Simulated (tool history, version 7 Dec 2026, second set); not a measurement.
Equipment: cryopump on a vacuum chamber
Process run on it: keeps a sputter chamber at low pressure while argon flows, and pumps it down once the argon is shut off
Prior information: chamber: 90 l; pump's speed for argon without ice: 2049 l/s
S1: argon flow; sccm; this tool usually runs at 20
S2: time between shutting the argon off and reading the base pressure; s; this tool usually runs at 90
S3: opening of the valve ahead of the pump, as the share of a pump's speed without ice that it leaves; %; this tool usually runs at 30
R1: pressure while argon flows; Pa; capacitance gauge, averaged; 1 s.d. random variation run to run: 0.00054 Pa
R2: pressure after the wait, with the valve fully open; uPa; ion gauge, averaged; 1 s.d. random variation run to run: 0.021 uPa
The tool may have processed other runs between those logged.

{"run": 1, "hour": 0.0, "S1": 20, "S2": 90, "S3": 30, "R1": 0.0564, "R2": 1.07}
{"run": 2, "hour": 91.1, "S1": 20, "S2": 90, "S3": 30, "R1": 0.0567, "R2": 1.1}
{"run": 3, "hour": 179.8, "S1": 20, "S2": 90, "S3": 30, "R1": 0.0575, "R2": 1.14}
{"run": 4, "hour": 238.9, "S1": 20, "S2": 90, "S3": 30, "R1": 0.0573, "R2": 1.21}
{"run": 5, "hour": 301.1, "S1": 20, "S2": 90, "S3": 30, "R1": 0.0567, "R2": 1.25}
{"run": 6, "hour": 386.6, "S1": 19, "S2": 90, "S3": 30, "R1": 0.0545, "R2": 1.32}
{"run": 7, "hour": 438.6, "S1": 19, "S2": 90, "S3": 30, "R1": 0.0547, "R2": 1.36}
{"run": 8, "hour": 482.9, "S1": 19, "S2": 90, "S3": 30, "R1": 0.0549, "R2": 1.38}
{"hour": 545.7, "done": "pump warmed up, emptied and cooled again"}
{"run": 9, "hour": 545.7, "S1": 19, "S2": 90, "S3": 30, "R1": 0.0528, "R2": 1.28}
{"run": 10, "hour": 613.6, "S1": 20, "S2": 90, "S3": 42, "R1": 0.04, "R2": 1.33}
{"run": 11, "hour": 715.6, "S1": 13, "S2": 90, "S3": 30, "R1": 0.036, "R2": 1.34}
{"run": 12, "hour": 802.0, "S1": 13, "S2": 90, "S3": 30, "R1": 0.0365, "R2": 1.47}
{"run": 13, "hour": 864.3, "S1": 16, "S2": 90, "S3": 30, "R1": 0.0456, "R2": 1.48}
{"run": 14, "hour": 915.4, "S1": 20, "S2": 90, "S3": 30, "R1": 0.0569, "R2": 1.45}
{"run": 15, "hour": 968.7, "S1": 20, "S2": 90, "S3": 30, "R1": 0.056, "R2": 1.51}
{"run": 16, "hour": 1032.2, "S1": 20, "S2": 90, "S3": 30, "R1": 0.0565, "R2": 1.58}
{"run": 17, "hour": 1085.6, "S1": 20, "S2": 90, "S3": 30, "R1": 0.0573, "R2": 1.64}
{"run": 18, "hour": 1184.2, "S1": 17, "S2": 26, "S3": 47, "R1": 0.0316, "R2": 2.47}
{"run": 19, "hour": 1279.4, "S1": 36, "S2": 206, "S3": 47, "R1": 0.0675, "R2": 1.59}
{"hour": 1365.7, "done": "leaking fittings of the chamber tightened, without venting"}
{"run": 20, "hour": 1366.5, "S1": 36, "S2": 206, "S3": 47, "R1": 0.0687, "R2": 0.36}
{"run": 21, "hour": 1459.6, "S1": 20, "S2": 90, "S3": 36, "R1": 0.0487, "R2": 0.56}
{"hour": 1489.4, "done": "pump warmed up, emptied and cooled again"}
{"run": 22, "hour": 1553.0, "S1": 12, "S2": 90, "S3": 36, "R1": 0.0277, "R2": 0.55}
{"run": 23, "hour": 1625.2, "S1": 26, "S2": 217, "S3": 30, "R1": 0.0714, "R2": 0.42}
{"run": 24, "hour": 1687.4, "S1": 12, "S2": 48, "S3": 22, "R1": 0.0461, "R2": 0.89}
{"run": 25, "hour": 1795.4, "S1": 34, "S2": 90, "S3": 39, "R1": 0.0748, "R2": 0.73}
{"run": 26, "hour": 1894.1, "S1": 34, "S2": 90, "S3": 39, "R1": 0.0742, "R2": 0.82}
{"run": 27, "hour": 2000.2, "S1": 34, "S2": 90, "S3": 39, "R1": 0.075, "R2": 0.84}
{"run": 28, "hour": 2073.6, "S1": 34, "S2": 90, "S3": 39, "R1": 0.076, "R2": 0.91}
{"run": 29, "hour": 2148.8, "S1": 11, "S2": 212, "S3": 25, "R1": 0.0376, "R2": 0.74}
{"run": 30, "hour": 2205.0, "S1": 11, "S2": 212, "S3": 25, "R1": 0.0374, "R2": 0.74}
{"run": 31, "hour": 2264.3, "S1": 13, "S2": 212, "S3": 25, "R1": 0.0447, "R2": 0.84}
{"run": 32, "hour": 2323.9, "S1": 13, "S2": 212, "S3": 25, "R1": 0.0448, "R2": 0.83}
{"run": 33, "hour": 2383.0, "S1": 13, "S2": 212, "S3": 25, "R1": 0.0441, "R2": 0.89}
{"hour": 2424.3, "done": "pump warmed up, emptied and cooled again"}
{"run": 34, "hour": 2460.0, "S1": 13, "S2": 212, "S3": 25, "R1": 0.0433, "R2": 0.79}

Hidden state or all else? Some run-to-run changes of R1, split into what the settings, what came in and random variation would give without the hidden state, and what is left for the hidden state (with any gauge scatter that isn't in both results):
Hidden state at play: pump's speed, % of a pump's without ice; cold plate's temperature, K; leak into the chamber, uPa l/s; drift of the gauge itself on working_pa, %; drift of the gauge itself on base_upa, %.
Run 8 -> 9: pump warmed up, emptied and cooled again. R1 -0.0021 Pa: hidden state -0.0024, all else +0.0003.
Run 18 -> 19: S1 17 -> 36, S2 26 -> 206. R1 +0.0359 Pa: hidden state +0.0026, all else +0.0333.
Run 21 -> 22: S1 20 -> 12, pump warmed up, emptied and cooled again. R1 -0.021 Pa: hidden state -0.0028, all else -0.0182.
Run 22 -> 23: S1 12 -> 26, S2 90 -> 217, S3 36 -> 30. R1 +0.0437 Pa: hidden state +0.0006, all else +0.0431.
Run 28 -> 29: S1 34 -> 11, S2 90 -> 212, S3 39 -> 25. R1 -0.0384 Pa: hidden state -0.0022, all else -0.0362.

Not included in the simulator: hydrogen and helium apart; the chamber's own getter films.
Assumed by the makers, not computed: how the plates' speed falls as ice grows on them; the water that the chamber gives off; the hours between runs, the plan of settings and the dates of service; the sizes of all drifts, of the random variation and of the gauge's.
